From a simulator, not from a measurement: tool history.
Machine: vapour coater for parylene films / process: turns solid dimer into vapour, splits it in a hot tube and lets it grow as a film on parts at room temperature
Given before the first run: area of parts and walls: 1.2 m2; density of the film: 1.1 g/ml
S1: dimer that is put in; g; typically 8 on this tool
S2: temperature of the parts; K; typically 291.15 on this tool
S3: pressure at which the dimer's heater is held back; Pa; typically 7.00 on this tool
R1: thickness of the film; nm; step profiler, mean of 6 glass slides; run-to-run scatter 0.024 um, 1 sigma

run 1 hour=0.0 | S1=8 S2=291.15 S3=7.00 | R1=2400
run 2 hour=21.7 | S1=8 S2=291.15 S3=7.00 | R1=2380
-- hour=38.3 trap's valve overhauled
run 3 hour=64.3 | S1=8 S2=303.15 S3=7.00 | R1=1440
run 4 hour=92.5 | S1=8 S2=291.15 S3=3.17 | R1=3000
run 5 hour=130.3 | S1=8 S2=291.15 S3=3.17 | R1=3000
run 6 hour=181.2 | S1=8 S2=291.15 S3=3.17 | R1=2930
run 7 hour=221.2 | S1=8 S2=291.15 S3=3.17 | R1=2910

Expected results for the next run?
run 8 hour=262.0 | S1=7 S2=291.15 S3=3.44 | R1=?

{"run 8": {"R1": 2500}}
With no hidden state in the tool, this same run would have given R1 2590 nm.
